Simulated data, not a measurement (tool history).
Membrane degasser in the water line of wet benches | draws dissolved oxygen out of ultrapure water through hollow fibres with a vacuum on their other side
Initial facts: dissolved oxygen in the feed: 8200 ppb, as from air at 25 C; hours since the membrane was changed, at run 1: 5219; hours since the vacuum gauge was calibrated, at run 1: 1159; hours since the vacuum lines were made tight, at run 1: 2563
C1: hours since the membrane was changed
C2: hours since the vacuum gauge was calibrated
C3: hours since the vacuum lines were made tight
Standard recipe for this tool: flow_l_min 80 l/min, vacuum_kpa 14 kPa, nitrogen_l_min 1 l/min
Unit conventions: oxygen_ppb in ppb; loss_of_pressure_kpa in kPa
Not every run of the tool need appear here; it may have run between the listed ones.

Run 1, hour 0: usual settings; C1 5219; C2 1159; C3 2563. Result: oxygen_ppb 1290.9 ppb, loss_of_pressure_kpa 35.24 kPa.
Run 2, hour 121.4: usual settings; C1 5340; C2 1281; C3 2684. Result: oxygen_ppb 1292.4 ppb, loss_of_pressure_kpa 35.69 kPa.
Run 3, hour 274.4: usual settings; C1 5493; C2 1434; C3 2837. Result: oxygen_ppb 1291.2 ppb, loss_of_pressure_kpa 35.44 kPa.
Run 4, hour 523: usual settings but flow_l_min 53 l/min; C1 5742; C2 1682; C3 3086. Result: oxygen_ppb 980.7 ppb, loss_of_pressure_kpa 23.52 kPa.
Run 5, hour 740: usual settings; C1 5959; C2 1899; C3 3302. Result: oxygen_ppb 1293.1 ppb, loss_of_pressure_kpa 35.65 kPa.
Run 6, hour 875.6: usual settings but vacuum_kpa 10.5 kPa, nitrogen_l_min 0.86 l/min; C1 6094; C2 2035; C3 3438. Result: oxygen_ppb 999.2 ppb, loss_of_pressure_kpa 35.75 kPa.
Run 7, hour 1033.9: usual settings but flow_l_min 53 l/min, vacuum_kpa 10.1 kPa, nitrogen_l_min 0.43 l/min; C1 6253; C2 2193; C3 3596. Result: oxygen_ppb 1105.2 ppb, loss_of_pressure_kpa 23.5 kPa.
Run 8, hour 1158.7: usual settings but flow_l_min 53 l/min, vacuum_kpa 10.1 kPa, nitrogen_l_min 0.43 l/min; C1 6378; C2 2318; C3 3721. Result: oxygen_ppb 1106.5 ppb, loss_of_pressure_kpa 23.75 kPa.
Run 9, hour 1446.7: usual settings but flow_l_min 53 l/min, vacuum_kpa 10.1 kPa, nitrogen_l_min 0.43 l/min; C1 6666; C2 2606; C3 4009. Result: oxygen_ppb 1104.6 ppb, loss_of_pressure_kpa 23.95 kPa.
Run 10, hour 1642.1: usual settings but vacuum_kpa 10.4 kPa, nitrogen_l_min 0.92 l/min; C1 6861; C2 2802; C3 4205. Result: oxygen_ppb 946.9 ppb, loss_of_pressure_kpa 35.89 kPa.

Predict each of these 4 candidate next runs independently; none follows another, all start after run 10:
Run A, hour 1877.4: usual settings but vacuum_kpa 10.4 kPa, nitrogen_l_min 0.81 l/min; C1 7096; C2 3037; C3 4440. Result: oxygen_ppb ?, loss_of_pressure_kpa ?.
Run B, hour 1877.4: usual settings but vacuum_kpa 11.4 kPa, nitrogen_l_min 0.92 l/min; C1 7096; C2 3037; C3 4440. Result: oxygen_ppb ?, loss_of_pressure_kpa ?.
Run C, hour 1877.4: usual settings but flow_l_min 101 l/min, vacuum_kpa 12.5 kPa; C1 7096; C2 3037; C3 4440. Result: oxygen_ppb ?, loss_of_pressure_kpa ?.
Run D, hour 1877.4: usual settings but flow_l_min 71 l/min, vacuum_kpa 19 kPa, nitrogen_l_min 0.92 l/min; C1 7096; C2 3037; C3 4440. Result: oxygen_ppb ?, loss_of_pressure_kpa ?.

run  oxygen_ppb  loss_of_pressure_kpa
  A      1020.8                 35.97
  B      1064.9                    36
  C      1306.7                 45.47
  D      1749.7                 31.58
Without the tool's hidden state the same runs would have given:
run  oxygen_ppb  loss_of_pressure_kpa
  A      1020.8                 35.51
  B      1064.9                 35.54
  C      1306.7                 44.89
  D      1749.8                 31.18
